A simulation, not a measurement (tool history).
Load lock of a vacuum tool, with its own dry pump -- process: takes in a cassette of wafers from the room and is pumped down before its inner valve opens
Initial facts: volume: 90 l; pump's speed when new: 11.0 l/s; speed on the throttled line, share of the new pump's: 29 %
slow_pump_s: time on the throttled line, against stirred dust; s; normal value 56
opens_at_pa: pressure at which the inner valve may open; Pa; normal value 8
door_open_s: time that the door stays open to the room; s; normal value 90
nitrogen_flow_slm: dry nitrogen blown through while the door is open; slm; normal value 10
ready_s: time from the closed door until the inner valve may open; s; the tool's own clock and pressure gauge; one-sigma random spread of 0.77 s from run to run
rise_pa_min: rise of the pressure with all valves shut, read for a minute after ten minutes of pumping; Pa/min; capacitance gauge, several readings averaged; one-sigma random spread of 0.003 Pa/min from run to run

run,hour,slow_pump_s,opens_at_pa,door_open_s,nitrogen_flow_slm,"incoming humidity of the room's air, %",ready_s,rise_pa_min
1,0.0,56,8,90,10,48.8,119.7,0.067
2,288.0,56,8,90,10,46.4,120.7,0.074
3,610.9,56,8,90,10,48.3,120.8,0.083
4,874.8,56,8,90,10,44.7,121.2,0.082
5,1133.1,56,8,34,10,45.5,121.2,0.077
6,1486.5,47,8,34,10,45.4,113.7,0.093
7,1770.2,56,8,29,10,45.6,121.5,0.094
8,1963.1,56,8,90,10,43.8,121.3,0.119
9,2229.7,56,8,90,10,46.7,122.8,0.131
10,2618.7,56,8,90,10,44.3,121.6,0.153
11,2923.1,56,8,34,10,42.0,121.7,0.149
12,3222.3,56,8,34,10,47.2,122.6,0.165
13,3496.4,56,8,90,10,46.5,123.0,0.196
14,3714.6,56,8,90,18,46.6,122.8,0.196
15,4078.2,56,8,90,18,44.0,123.7,0.223
16,4268.5,56,8,90,18,47.4,123.2,0.229
17,4538.5,56,8,90,18,47.9,125.4,0.254
18,4747.1,56,8,90,18,45.4,123.2,0.266
19,4940.4,56,6,154,18,43.6,128.3,0.285
20,5209.8,56,6,154,18,46.2,127.4,0.309
21,5428.3,69,15,46,5,46.9,126.4,0.317
22,5878.7,53,8,33,15,48.4,122.9,0.330
23,6294.7,34,9,56,36,43.1,108.5,0.357
24,6704.4,56,10,90,17,45.9,122.4,0.406
25,7145.9,56,10,90,17,46.1,125.1,0.444
26,7359.3,32,8,90,24,47.1,111.8,0.462
27,7636.4,41,13,149,7,45.7,111.5,0.516
28,7902.4,41,13,149,7,44.7,111.5,0.535
29,8262.6,41,13,149,7,41.9,113.3,0.570
30,8536.5,41,13,149,7,44.8,111.8,0.596
31,8725.4,101,8,90,10,43.7,158.0,0.586
32,8975.0,46,10,90,9,46.7,118.0,0.620
33,9404.5,46,10,90,9,43.9,118.7,0.660
34,9662.5,56,9,193,43,42.2,128.9,0.689
35,9961.0,56,14,90,14,48.3,123.2,0.051

Not shown here: 1 entry made in the log between runs. Locate each between two listed runs and compare the hidden state at the listed run before it with the hidden state at the listed run after it:
Run 34 -> run 35: door's seal changed, seat wiped (hour 9839.7)
  pump's speed, % of a new pump's: 85 -> 84.6; leak at the door's seal, Pa l/s: 0.968 -> 0.0059
  measured less the result without the state, ready_s: +11.2 -> +10.2 s; rise_pa_min: +0.653 -> +0.002 Pa/min

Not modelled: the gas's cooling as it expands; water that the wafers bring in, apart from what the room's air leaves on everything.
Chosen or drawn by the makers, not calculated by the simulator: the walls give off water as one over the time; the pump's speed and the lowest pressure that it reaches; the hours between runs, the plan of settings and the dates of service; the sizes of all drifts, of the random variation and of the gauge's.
